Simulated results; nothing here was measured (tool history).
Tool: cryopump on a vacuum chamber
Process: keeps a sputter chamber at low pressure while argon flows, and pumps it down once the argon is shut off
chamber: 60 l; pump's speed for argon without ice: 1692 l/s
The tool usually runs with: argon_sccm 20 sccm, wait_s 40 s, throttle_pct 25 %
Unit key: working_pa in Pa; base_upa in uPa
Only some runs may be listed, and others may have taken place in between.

run	hour	argon_sccm	wait_s	throttle_pct	working_pa	base_upa
1	0	20	40	25	0.0814	2.28
2	23	27	40	25	0.1111	2.21
3	36.9	20	151	25	0.0836	1.28
4	50.2	20	40	25	0.0833	2.42
5	71.9	20	40	25	0.0827	2.41
6	93.1	39	40	25	0.1641	2.41
7	106.3	39	40	25	0.1634	2.47
8	123.5	20	118	25	0.0846	1.54
9	139.7	20	118	25	0.085	1.55
10	152	20	118	25	0.0844	1.56
11	163.7	20	133	25	0.0858	1.57
12	177.8	20	40	30	0.0729	2.61
13	187.5	28	40	22	0.1366	2.66
14	199.4	8	40	44	0.0199	2.68
15	213.9	8	40	44	0.0202	2.68
16	234.4	15	146	25	0.0652	1.67
17	250.4	9	59	34	0.0299	2.39
# hour 264.8: pump warmed up, emptied and cooled again
18	269.2	9	59	34	0.0259	1.94
19	292.3	9	59	34	0.0263	1.93
20	311.1	10	214	25	0.0404	1.35
21	333.6	20	37	30	0.0675	2.72

3 options for the next run, each taken on its own from the tool as it stands now. Forecast them:
A	350.3	20	251	30	?	?
B	350.3	20	20	30	?	?
C	350.3	13	118	20	?	?

run	working_pa	base_upa
A	0.0681	1.36
B	0.0683	4.14
C	0.0664	1.58
Take away the tool's hidden state, keep each run's random variation, and the runs would have read:
run	working_pa	base_upa
A	0.0668	0.43
B	0.0669	3.19
C	0.0655	0.65
